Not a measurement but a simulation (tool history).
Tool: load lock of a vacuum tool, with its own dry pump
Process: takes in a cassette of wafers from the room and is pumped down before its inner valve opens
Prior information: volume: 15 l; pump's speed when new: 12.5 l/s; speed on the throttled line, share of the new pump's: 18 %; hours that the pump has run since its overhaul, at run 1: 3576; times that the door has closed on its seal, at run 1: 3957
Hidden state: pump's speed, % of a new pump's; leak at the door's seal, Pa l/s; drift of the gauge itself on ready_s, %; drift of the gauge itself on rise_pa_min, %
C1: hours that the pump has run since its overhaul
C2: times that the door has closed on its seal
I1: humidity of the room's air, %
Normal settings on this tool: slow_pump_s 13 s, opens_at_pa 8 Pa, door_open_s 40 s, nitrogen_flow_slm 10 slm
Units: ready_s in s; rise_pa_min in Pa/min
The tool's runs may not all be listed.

Run 1, hour 0: usual settings; C1 3576; C2 3957; I1 46.2. Result: ready_s 22.4 s, rise_pa_min 0.076 Pa/min.
Run 2, hour 144.3: usual settings; C1 3720; C2 4166; I1 45.2. Result: ready_s 22.8 s, rise_pa_min 0.072 Pa/min.
Run 3, hour 288.5: usual settings but door_open_s 38 s; C1 3864; C2 4376; I1 45.7. Result: ready_s 22.4 s, rise_pa_min 0.072 Pa/min.
Run 4, hour 496.9: usual settings but opens_at_pa 6 Pa; C1 4073; C2 4678; I1 42.1. Result: ready_s 23 s, rise_pa_min 0.074 Pa/min.
Run 5, hour 623: usual settings but opens_at_pa 6 Pa; C1 4199; C2 4861; I1 46.6. Result: ready_s 22.8 s, rise_pa_min 0.085 Pa/min.
Run 6, hour 769.9: usual settings; C1 4346; C2 5074; I1 45.4. Result: ready_s 22.6 s, rise_pa_min 0.078 Pa/min.
Run 7, hour 936.3: usual settings; C1 4512; C2 5315; I1 42.8. Result: ready_s 22.8 s, rise_pa_min 0.073 Pa/min.
Run 8, hour 1143.6: usual settings; C1 4719; C2 5616; I1 43.8. Result: ready_s 22.6 s, rise_pa_min 0.087 Pa/min.
Run 9, hour 1284.5: usual settings but door_open_s 51 s; C1 4860; C2 5820; I1 43.8. Result: ready_s 22.3 s, rise_pa_min 0.09 Pa/min.
Run 10, hour 1435.4: usual settings but door_open_s 51 s; C1 5011; C2 6039; I1 46.1. Result: ready_s 22.7 s, rise_pa_min 0.092 Pa/min.
Run 11, hour 1579.5: usual settings but door_open_s 51 s; C1 5155; C2 6248; I1 45.3. Result: ready_s 22.4 s, rise_pa_min 0.092 Pa/min.
Run 12, hour 1737.6: usual settings but door_open_s 51 s; C1 5313; C2 6477; I1 44.6. Result: ready_s 22.6 s, rise_pa_min 0.094 Pa/min.
Run 13, hour 1857.7: usual settings; C1 5434; C2 6651; I1 49.7. Result: ready_s 22.6 s, rise_pa_min 0.098 Pa/min.
Run 14, hour 1994.4: usual settings but slow_pump_s 17 s; C1 5570; C2 6850; I1 43.7. Result: ready_s 25.8 s, rise_pa_min 0.086 Pa/min.
Run 15, hour 2195.3: usual settings but door_open_s 32 s; C1 5771; C2 7141; I1 45.8. Result: ready_s 22.7 s, rise_pa_min 0.092 Pa/min.
Run 16, hour 2324.9: usual settings but door_open_s 32 s; C1 5901; C2 7329; I1 45.5. Result: ready_s 22.8 s, rise_pa_min 0.09 Pa/min.
Run 17, hour 2530.3: usual settings but door_open_s 32 s; C1 6106; C2 7627; I1 43.9. Result: ready_s 22.4 s, rise_pa_min 0.097 Pa/min.
Run 18, hour 2726: usual settings but slow_pump_s 26 s; C1 6302; C2 7911; I1 44.7. Result: ready_s 33.2 s, rise_pa_min 0.099 Pa/min.
Run 19, hour 2933.1: usual settings but slow_pump_s 17 s; C1 6509; C2 8211; I1 44.9. Result: ready_s 25.8 s, rise_pa_min 0.108 Pa/min.
Run 20, hour 3131.9: usual settings but opens_at_pa 6 Pa, door_open_s 129 s; C1 6708; C2 8499; I1 44.3. Result: ready_s 23.1 s, rise_pa_min 0.143 Pa/min.
Run 21, hour 3307: usual settings but opens_at_pa 6 Pa, door_open_s 129 s; C1 6883; C2 8753; I1 44.3. Result: ready_s 23.4 s, rise_pa_min 0.14 Pa/min.
Run 22, hour 3486.7: usual settings but slow_pump_s 9 s, opens_at_pa 6 Pa, door_open_s 146 s; C1 7063; C2 9014; I1 46.7. Result: ready_s 20 s, rise_pa_min 0.147 Pa/min.
Run 23, hour 3689: usual settings but slow_pump_s 9 s, opens_at_pa 6 Pa, door_open_s 146 s; C1 7265; C2 9307; I1 44.8. Result: ready_s 19.8 s, rise_pa_min 0.153 Pa/min.
Run 24, hour 3888.4: usual settings but slow_pump_s 9 s, opens_at_pa 6 Pa, door_open_s 146 s; C1 7464; C2 9596; I1 47.2. Result: ready_s 19.6 s, rise_pa_min 0.155 Pa/min.
Run 25, hour 4092.3: usual settings but slow_pump_s 12 s, door_open_s 87 s, nitrogen_flow_slm 8 slm; C1 7668; C2 9892; I1 44. Result: ready_s 22.1 s, rise_pa_min 0.147 Pa/min.
Run 26, hour 4189.9: usual settings but slow_pump_s 10 s; C1 7766; C2 10034; I1 45.7. Result: ready_s 20.4 s, rise_pa_min 0.113 Pa/min.

Run 27 has not been measured yet. What should we expect?
Run 27, hour 4295.1: usual settings but slow_pump_s 17 s, nitrogen_flow_slm 7 slm; C1 7871; C2 10186; I1 39.2. Result: ready_s ?, rise_pa_min ?.

ready_s: 26 s
rise_pa_min: 0.124 Pa/min
Had the tool carried no hidden state, the very same run would have given ready_s 25.5 s, rise_pa_min 0.044 Pa/min.
